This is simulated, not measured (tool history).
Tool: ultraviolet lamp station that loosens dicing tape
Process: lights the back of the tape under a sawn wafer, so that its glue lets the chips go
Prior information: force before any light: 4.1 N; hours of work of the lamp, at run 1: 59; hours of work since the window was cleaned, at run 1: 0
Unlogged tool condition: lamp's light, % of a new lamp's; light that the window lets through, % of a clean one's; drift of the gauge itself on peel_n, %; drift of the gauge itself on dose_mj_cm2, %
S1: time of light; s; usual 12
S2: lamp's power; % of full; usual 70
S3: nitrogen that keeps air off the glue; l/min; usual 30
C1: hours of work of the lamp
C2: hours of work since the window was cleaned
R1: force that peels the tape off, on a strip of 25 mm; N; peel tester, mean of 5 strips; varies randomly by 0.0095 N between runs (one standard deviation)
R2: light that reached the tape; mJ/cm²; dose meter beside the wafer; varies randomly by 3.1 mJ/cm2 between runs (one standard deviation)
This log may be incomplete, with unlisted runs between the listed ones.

run   hour  S1  S2  S3   C1   C2     R1   R2
  1    0.0  12  70  30   59    0  0.414  468
  2   40.9  12  70  30   91   32  0.416  455
  3  103.8  12  70  30  139   81  0.475  441
  4  142.8  12  70  30  170  111  0.476  429
  5  190.1  10  70  30  206  148  0.691  350
  6  239.4  10  70  30  245  186  0.698  340
     264.5  -- window cleaned of glue's vapour
  7  295.2  10  70  30  288   24  0.792  324
  8  339.2  12  70  30  322   58  0.614  380
     387.6  -- window cleaned of glue's vapour, once more
  9  387.6  12  70  30  359    0  0.462  429
 10  420.0  12  70  30  384   25  0.523  428
 11  478.3  23  73  30  430   70  0.140  831
 12  534.0  23  73  30  473  114  0.146  798
 13  597.7  19  73  39  522  163  0.180  639

Forecast run 14:
 14  634.5   7  73  39  551  192   ?   ?

{"run 14": {"R1": 1.094, "R2": 231}}
On a tool with no hidden condition, and with the same random variation, this run would have come out at R1 0.814 N, R2 285 mJ/cm².
